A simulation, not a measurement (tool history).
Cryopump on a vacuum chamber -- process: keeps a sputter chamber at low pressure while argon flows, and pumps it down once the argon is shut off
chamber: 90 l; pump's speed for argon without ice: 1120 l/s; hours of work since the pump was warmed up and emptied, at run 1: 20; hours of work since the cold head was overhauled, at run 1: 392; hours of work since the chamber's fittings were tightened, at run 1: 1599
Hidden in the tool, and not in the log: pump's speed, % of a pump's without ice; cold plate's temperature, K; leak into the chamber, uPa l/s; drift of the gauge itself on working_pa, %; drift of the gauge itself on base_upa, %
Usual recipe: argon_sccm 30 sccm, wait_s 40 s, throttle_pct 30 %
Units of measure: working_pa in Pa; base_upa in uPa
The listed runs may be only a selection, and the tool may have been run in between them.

run   hour  argon_sccm  wait_s  throttle_pct  hours of work since the pump was warmed up and emptied  hours of work since the cold head was overhauled  hours of work since the chamber's fittings were tightened  working_pa  base_upa
  1    0.0          30      40            30                                                      20                                               392                                                       1599      0.1525      4.76
  2   52.8          30      40            30                                                      46                                               418                                                       1624      0.1537      4.64
  3   78.4          42      40            30                                                      58                                               430                                                       1637      0.2161      4.84
  4  129.9          42      40            30                                                      83                                               455                                                       1661      0.2159      4.73
  5  189.3          30     118            30                                                     111                                               484                                                       1690      0.1564      2.85
  6  222.8          30     118            30                                                     128                                               500                                                       1706      0.1583      2.89
  7  279.1          30     118            30                                                     155                                               527                                                       1733      0.1584      3.13
  8  331.3          30     118            30                                                     180                                               552                                                       1759      0.1579      3.14
  9  387.5          30     131            30                                                     207                                               579                                                       1786      0.1610      3.05
 10  413.8          46      40            30                                                     220                                               592                                                       1798      0.2483      5.13
 11  453.8          30      40            44                                                     239                                               611                                                       1818      0.1143      5.11
 12  504.2          30      40            44                                                     263                                               635                                                       1842      0.1157      5.27
 13  535.3          33      40            59                                                     278                                               650                                                       1857      0.1002      5.37
 14  566.9          41      38            43                                                     294                                               666                                                       1872      0.1630      5.70
 15  619.8          46     136            47                                                     319                                               691                                                       1898      0.1734      3.44
 16  681.2          27      40            27                                                     349                                               721                                                       1927      0.1678      5.71
     704.2  -- pump warmed up, emptied and cooled again
 17  732.7          44     273            45                                                      14                                               743                                                       1950      0.1507      2.36
 18  783.1          33      70            17                                                      38                                               767                                                       1974      0.2954      3.84
 19  822.7          27     212            47                                                      57                                               786                                                       1993      0.0895      2.66
 20  869.9          27     212            47                                                      80                                               809                                                       2016      0.0903      2.64
 21  931.2          27     212            47                                                     109                                               839                                                       2045      0.0913      2.76

Here are 5 independent what-if runs from the current tool condition. What would each one return?
  A  994.1          30      38            30                                                     140                                               869                                                       2076           ?         ?
  B  994.1          19      31            19                                                     140                                               869                                                       2076           ?         ?
  C  994.1          30     167            20                                                     140                                               869                                                       2076           ?         ?
  D  994.1          39     212            19                                                     140                                               869                                                       2076           ?         ?
  E  994.1          14     225            22                                                     140                                               869                                                       2076           ?         ?

run  working_pa  base_upa
  A      0.1583      5.71
  B      0.1543      6.37
  C      0.2345      3.03
  D      0.3196      2.81
  E      0.0987      2.87
Had the tool no hidden state, the same runs would have come out as:
run  working_pa  base_upa
  A      0.1515      3.58
  B      0.1500      4.28
  C      0.2276      1.01
  D      0.3107      0.82
  E      0.0955      0.79
